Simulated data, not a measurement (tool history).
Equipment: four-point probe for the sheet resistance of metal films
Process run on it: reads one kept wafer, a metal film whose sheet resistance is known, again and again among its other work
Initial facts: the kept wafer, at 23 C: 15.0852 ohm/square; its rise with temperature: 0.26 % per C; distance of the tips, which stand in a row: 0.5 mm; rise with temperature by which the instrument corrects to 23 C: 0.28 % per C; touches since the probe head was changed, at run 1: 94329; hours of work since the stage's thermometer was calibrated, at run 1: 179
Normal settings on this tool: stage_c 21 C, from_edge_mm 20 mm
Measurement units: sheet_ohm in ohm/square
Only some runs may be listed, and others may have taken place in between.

run   hour  stage_c  from_edge_mm  touches since the probe head was changed  hours of work since the stage's thermometer was calibrated  sheet_ohm
  1    0.0       21            20                                     94329                                                         179  15.233481
  2   15.7       27            20                                     95262                                                         191  15.215746
  3   23.3       27            20                                     95709                                                         197  15.218603
  4   35.3       27            20                                     96425                                                         206  15.213007
  5   45.9       27            20                                     97054                                                         214  15.217770
  6   58.6       27            20                                     97804                                                         224  15.219676
  7   65.5       21            53                                     98216                                                         230  15.224464
  8   72.0       20            20                                     98599                                                         235  15.240602
  9   82.9       20            20                                     99249                                                         243  15.242427
 10   89.8       20            20                                     99658                                                         248  15.246091
      91.2  -- stage's thermometer calibrated
 11  103.7       19             3                                    100455                                                          10  15.472857
 12  115.5       20             4                                    101154                                                          19  15.371996
 13  127.8       22             8                                    101881                                                          28  15.269107
 14  141.9       19            17                                    102722                                                          39  15.253581
 15  152.0       19            17                                    103317                                                          47  15.258752

4 options for the next run, each taken on its own from the tool as it stands now. Forecast them:
  A  167.1       20            25                                    104215                                                          59          ?
  B  167.1       19            31                                    104215                                                          59          ?
  C  167.1       20             8                                    104215                                                          59          ?
  D  167.1       27             3                                    104215                                                          59          ?

run  sheet_ohm
  A  15.247225
  B  15.249877
  C  15.277955
  D  15.451062
Without the tool's hidden state the same runs would have given:
run  sheet_ohm
  A  15.093988
  B  15.096589
  C  15.124429
  D  15.296105

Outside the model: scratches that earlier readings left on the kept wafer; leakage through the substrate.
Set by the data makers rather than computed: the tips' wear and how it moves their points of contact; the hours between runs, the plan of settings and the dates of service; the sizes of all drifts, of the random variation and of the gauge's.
